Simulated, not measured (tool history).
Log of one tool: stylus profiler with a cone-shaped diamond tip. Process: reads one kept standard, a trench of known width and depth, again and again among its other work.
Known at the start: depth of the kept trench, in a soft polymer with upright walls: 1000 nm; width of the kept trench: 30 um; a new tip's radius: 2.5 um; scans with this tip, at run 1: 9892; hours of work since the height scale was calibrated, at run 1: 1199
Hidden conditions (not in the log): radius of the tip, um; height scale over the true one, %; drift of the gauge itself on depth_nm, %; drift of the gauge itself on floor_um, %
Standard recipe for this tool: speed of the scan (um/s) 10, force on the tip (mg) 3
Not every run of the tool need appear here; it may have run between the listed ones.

| run | hour | speed of the scan (um/s) | force on the tip (mg) | scans with this tip | hours of work since the height scale was calibrated | depth of the trench (Å) | width of the trench's floor (nm) |
|---|---|---|---|---|---|---|---|
| 1 | 0 | 10 | 3 | 9892 | 1199 | 10074.8 | 22910 |
| 2 | 31.3 | 10 | 3 | 10086 | 1222 | 10072.6 | 22890 |
| 3 | 64.4 | 10 | 3 | 10292 | 1247 | 10075.2 | 22890 |
| 4 | 117.1 | 10 | 3 | 10619 | 1287 | 10069.8 | 22760 |
| 5 | 145.6 | 6 | 3 | 10796 | 1308 | 10067.3 | 22770 |
| 6 | 168.9 | 6 | 3 | 10940 | 1326 | 10066.7 | 22740 |
| 7 | 202.4 | 14 | 3 | 11148 | 1351 | 10070.6 | 22640 |
| 8 | 236.4 | 10 | 4.47 | 11359 | 1376 | 10095.9 | 22640 |
| 9 | 267.4 | 10 | 4.47 | 11552 | 1400 | 10102.8 | 22590 |
| 10 | 293.1 | 6 | 4.47 | 11711 | 1419 | 10099.7 | 22580 |
|  | 316.8 | height scale calibrated on a step standard |
| 11 | 332.8 | 6 | 4.47 | 11954 | 12 | 10139.7 | 22510 |
| 12 | 384.3 | 4 | 3.71 | 12273 | 51 | 10121.7 | 22460 |
|  | 405.9 | new tip fitted, height scale calibrated |
| 13 | 409.1 | 4 | 3.71 | 20 | 2 | 10132.1 | 25880 |
| 14 | 461.7 | 4 | 3.71 | 346 | 42 | 10126.1 | 25780 |
| 15 | 496.5 | 10 | 1.37 | 563 | 68 | 10062.5 | 25620 |
| 16 | 528.5 | 10 | 1.37 | 761 | 92 | 10067.4 | 25630 |
| 17 | 556.6 | 10 | 1.37 | 935 | 113 | 10062.2 | 25510 |
| 18 | 589.6 | 11 | 5.47 | 1140 | 138 | 10159 | 25400 |
| 19 | 634.7 | 3 | 1.5 | 1420 | 172 | 10068.2 | 25370 |
| 20 | 668.1 | 8 | 1.5 | 1627 | 197 | 10061.7 | 25250 |
| 21 | 701.1 | 2 | 4.58 | 1832 | 222 | 10136.8 | 25200 |

What differs in the tool's unlogged condition from the final listed run ahead of each entry between runs to the first listed run following it?
In the gap between runs 10 and 11: height scale calibrated on a step standard (hour 316.8)
  radius of the tip, um: 7.38 -> 7.48; height scale over the true one, %: -0.419 -> -0.021
  the result without the hidden state subtracted from the measured one, depth of the trench (Å): -42.5 -> -2.1; width of the trench's floor (nm): -3410 -> -3480
In the gap between runs 12 and 13: new tip fitted, height scale calibrated (hour 405.9)
  radius of the tip, um: 7.61 -> 2.59; height scale over the true one, %: -0.032 -> 0.001
  the result without the hidden state subtracted from the measured one, depth of the trench (Å): -3.2 -> +0.1; width of the trench's floor (nm): -3540 -> -100

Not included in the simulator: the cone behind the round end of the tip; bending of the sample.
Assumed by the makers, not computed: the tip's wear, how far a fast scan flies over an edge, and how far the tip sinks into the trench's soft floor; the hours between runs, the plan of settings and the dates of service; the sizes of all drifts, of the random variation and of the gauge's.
